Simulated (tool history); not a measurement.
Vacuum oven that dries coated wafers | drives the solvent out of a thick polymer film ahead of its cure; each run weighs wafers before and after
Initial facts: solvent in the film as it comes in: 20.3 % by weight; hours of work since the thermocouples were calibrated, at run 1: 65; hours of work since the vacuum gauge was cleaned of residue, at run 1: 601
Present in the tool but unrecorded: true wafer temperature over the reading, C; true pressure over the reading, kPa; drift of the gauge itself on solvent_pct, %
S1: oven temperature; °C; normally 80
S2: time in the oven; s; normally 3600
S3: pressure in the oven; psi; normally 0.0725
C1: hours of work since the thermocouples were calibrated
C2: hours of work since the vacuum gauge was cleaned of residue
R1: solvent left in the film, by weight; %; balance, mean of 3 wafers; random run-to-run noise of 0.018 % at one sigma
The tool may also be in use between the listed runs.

run      day  S1    S2      S3   C1    C2    R1
  1    0.000  80  3600  0.0725   65   601  3.96
  2    4.438  80  3600  0.0725  137   673  3.99
  3    7.617  80  3600  0.0725  188   724  3.94
  4   10.783  73  3600  0.0725  239   775  5.91
  5   15.362  73  3600  0.0725  312   848  5.90
  6   18.783  73  3600  0.0725  367   903  5.87
  7   20.671  73  3600  0.0725  397   933  5.87
  8   23.292  71  3600  0.0725  439   975  6.43
  9   26.871  71  3600  0.0725  497  1033  6.51
 10   31.229  71  3600  0.0725  567  1103  6.43
 11   35.392  80  3600  0.0580  634  1170  3.79
 12   37.288  80  3600  0.0580  664  1200  3.79
 13   40.621  80  3600  0.0580  718  1254  3.77
 14   42.992  80  3600  0.0580  756  1292  3.77
      43.792  -- vacuum gauge cleaned of residue and calibrated
 15   47.512  80  5700  0.0580  827    60  1.52
 16   50.104  80  3600  0.0725  869   101  3.65
 17   53.925  80  1860  0.0725  930   163  7.49
 18   57.792  80  1860  0.0725  992   225  7.46
      59.933  -- oven's thermocouples calibrated
 19   60.804  80  1860  0.0725   14   272  7.70
 20   63.188  80  3600  0.0725   52   310  3.80
 21   67.462  80  3600  0.0725  121   379  3.73
 22   71.429  80  3600  0.0725  185   442  3.77
 23   74.975  80  3600  0.0693  242   499  3.74
 24   77.762  80  3600  0.0693  286   544  3.71
 25   80.521  67  3060  0.0725  331   588  8.43
 26   84.138  65  4500  0.2614  389   647  7.13
 27   86.808  68  5100  0.0585  432   689  5.06
 28   89.342  68  5100  0.0585  472   730  5.05
 29   92.471  68  5100  0.0585  522   780  5.01
 30   94.425  68  5100  0.0585  554   812  5.02
 31   98.225  68  5100  0.0585  615   873  5.01
 32  100.917  68  5100  0.0585  658   916  4.99
 33  105.312  68  5100  0.0585  729   986  4.99
 34  109.408  88  5220  0.0400  794  1052  0.73
 35  113.750  80  3600  0.0672  864  1122  3.57
 36  117.358  67  3600  0.0740  922  1180  7.27
 37  119.771  80  3600  0.0432  961  1219  3.48
 38  122.017  80  3600  0.0432  997  1255  3.50
     123.896  -- oven's thermocouples calibrated
     125.108  -- vacuum gauge cleaned of residue and calibrated
 39  126.000  80  3600  0.0387   33    14  3.84
 40  130.162  80  3600  0.0387  100    81  3.82
 41  132.996  80  3600  0.0387  145   127  3.84
 42  135.000  67  3780  0.0387  177   159  7.32
 43  138.133  80  5280  0.0725  228   209  1.96
 44  142.525  91  2280  0.0725  298   280  3.50
 45  144.888  91  2880  0.0954  336   318  2.37
 46  146.942  84  2580  0.0635  369   351  4.57
 47  151.179  84  2580  0.0635  437   419  4.57

4 options for the next run, each taken on its own from the tool as it stands now. Forecast them:
  A  153.300  80  2820  0.0725  471  453   ?
  B  153.300  80  5040  0.1175  471  453   ?
  C  153.300  83  5700  0.0943  471  453   ?
  D  153.300  84  2580  0.2612  471  453   ?

run    R1
  A  5.17
  B  2.19
  C  1.21
  D  4.74
Without the tool's unlogged condition, the same runs would have read:
run    R1
  A  5.37
  B  2.33
  C  1.29
  D  4.94
